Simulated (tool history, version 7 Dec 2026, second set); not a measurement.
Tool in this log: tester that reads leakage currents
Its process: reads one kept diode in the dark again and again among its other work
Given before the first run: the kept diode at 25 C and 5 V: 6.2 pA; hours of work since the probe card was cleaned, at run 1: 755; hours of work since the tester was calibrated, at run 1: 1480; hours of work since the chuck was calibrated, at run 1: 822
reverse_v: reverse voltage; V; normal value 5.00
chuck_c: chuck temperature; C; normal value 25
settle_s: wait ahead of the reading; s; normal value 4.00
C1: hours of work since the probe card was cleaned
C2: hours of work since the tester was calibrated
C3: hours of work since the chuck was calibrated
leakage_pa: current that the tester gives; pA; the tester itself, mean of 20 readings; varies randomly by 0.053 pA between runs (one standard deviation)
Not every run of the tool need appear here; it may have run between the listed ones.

{"run": 1, "hour": 0.0, "reverse_v": 5.0, "chuck_c": 25, "settle_s": 4.0, "C1": 755, "C2": 1480, "C3": 822, "leakage_pa": 6.21}
{"run": 2, "hour": 29.2, "reverse_v": 5.0, "chuck_c": 25, "settle_s": 4.0, "C1": 770, "C2": 1494, "C3": 836, "leakage_pa": 6.22}
{"run": 3, "hour": 73.6, "reverse_v": 1.1, "chuck_c": 25, "settle_s": 4.0, "C1": 791, "C2": 1516, "C3": 858, "leakage_pa": 2.9}
{"run": 4, "hour": 93.0, "reverse_v": 1.1, "chuck_c": 25, "settle_s": 4.0, "C1": 801, "C2": 1526, "C3": 868, "leakage_pa": 2.88}
{"run": 5, "hour": 123.1, "reverse_v": 5.0, "chuck_c": 25, "settle_s": 4.0, "C1": 816, "C2": 1541, "C3": 883, "leakage_pa": 6.32}
{"run": 6, "hour": 158.1, "reverse_v": 5.0, "chuck_c": 25, "settle_s": 4.0, "C1": 833, "C2": 1558, "C3": 900, "leakage_pa": 6.18}
{"run": 7, "hour": 197.0, "reverse_v": 5.0, "chuck_c": 25, "settle_s": 4.0, "C1": 852, "C2": 1577, "C3": 919, "leakage_pa": 6.29}
{"run": 8, "hour": 238.9, "reverse_v": 5.0, "chuck_c": 25, "settle_s": 1.54, "C1": 873, "C2": 1598, "C3": 940, "leakage_pa": 6.31}
{"run": 9, "hour": 259.8, "reverse_v": 5.0, "chuck_c": 25, "settle_s": 1.54, "C1": 883, "C2": 1608, "C3": 950, "leakage_pa": 6.3}
{"run": 10, "hour": 292.9, "reverse_v": 5.0, "chuck_c": 25, "settle_s": 4.0, "C1": 900, "C2": 1625, "C3": 967, "leakage_pa": 6.09}
{"run": 11, "hour": 323.9, "reverse_v": 5.0, "chuck_c": 25, "settle_s": 4.0, "C1": 915, "C2": 1640, "C3": 982, "leakage_pa": 6.26}
{"run": 12, "hour": 349.4, "reverse_v": 5.0, "chuck_c": 25, "settle_s": 4.0, "C1": 928, "C2": 1653, "C3": 995, "leakage_pa": 6.15}
{"run": 13, "hour": 369.6, "reverse_v": 1.2, "chuck_c": 31, "settle_s": 4.0, "C1": 938, "C2": 1663, "C3": 1005, "leakage_pa": 5.13}
{"run": 14, "hour": 406.6, "reverse_v": 5.0, "chuck_c": 59, "settle_s": 4.92, "C1": 956, "C2": 1681, "C3": 1023, "leakage_pa": 92.63}
{"run": 15, "hour": 429.9, "reverse_v": 5.0, "chuck_c": 59, "settle_s": 4.92, "C1": 967, "C2": 1692, "C3": 1034, "leakage_pa": 93.13}
{"run": 16, "hour": 455.0, "reverse_v": 1.26, "chuck_c": 25, "settle_s": 2.58, "C1": 980, "C2": 1705, "C3": 1047, "leakage_pa": 3.09}
{"run": 17, "hour": 488.6, "reverse_v": 1.26, "chuck_c": 25, "settle_s": 2.58, "C1": 996, "C2": 1721, "C3": 1063, "leakage_pa": 3.06}
{"run": 18, "hour": 509.8, "reverse_v": 8.07, "chuck_c": 25, "settle_s": 4.0, "C1": 1007, "C2": 1732, "C3": 1074, "leakage_pa": 7.89}
{"run": 19, "hour": 542.7, "reverse_v": 3.6, "chuck_c": 36, "settle_s": 4.0, "C1": 1023, "C2": 1748, "C3": 1090, "leakage_pa": 12.99}
{"run": 20, "hour": 566.4, "reverse_v": 1.37, "chuck_c": 36, "settle_s": 4.0, "C1": 1035, "C2": 1760, "C3": 1102, "leakage_pa": 8.26}
{"run": 21, "hour": 602.4, "reverse_v": 1.44, "chuck_c": 22, "settle_s": 1.08, "C1": 1053, "C2": 1778, "C3": 1120, "leakage_pa": 2.64}

Below are 5 alternative next runs, each starting from the tool's condition after run 21. Predict each:
{"run": "A", "hour": 636.1, "reverse_v": 13.31, "chuck_c": 23, "settle_s": 0.96, "C1": 1069, "C2": 1794, "C3": 1136, "leakage_pa": "?"}
{"run": "B", "hour": 636.1, "reverse_v": 3.95, "chuck_c": 28, "settle_s": 2.14, "C1": 1069, "C2": 1794, "C3": 1136, "leakage_pa": "?"}
{"run": "C", "hour": 636.1, "reverse_v": 1.44, "chuck_c": 41, "settle_s": 1.08, "C1": 1069, "C2": 1794, "C3": 1136, "leakage_pa": "?"}
{"run": "D", "hour": 636.1, "reverse_v": 1.79, "chuck_c": 22, "settle_s": 3.76, "C1": 1069, "C2": 1794, "C3": 1136, "leakage_pa": "?"}
{"run": "E", "hour": 636.1, "reverse_v": 3.59, "chuck_c": 22, "settle_s": 8.03, "C1": 1069, "C2": 1794, "C3": 1136, "leakage_pa": "?"}

run=A leakage_pa=9.50
run=B leakage_pa=7.02
run=C leakage_pa=12.75
run=D leakage_pa=2.86
run=E leakage_pa=3.96
Without the tool's hidden state the same runs would have given:
run=A leakage_pa=9.17
run=B leakage_pa=7.35
run=C leakage_pa=13.74
run=D leakage_pa=2.98
run=E leakage_pa=4.04

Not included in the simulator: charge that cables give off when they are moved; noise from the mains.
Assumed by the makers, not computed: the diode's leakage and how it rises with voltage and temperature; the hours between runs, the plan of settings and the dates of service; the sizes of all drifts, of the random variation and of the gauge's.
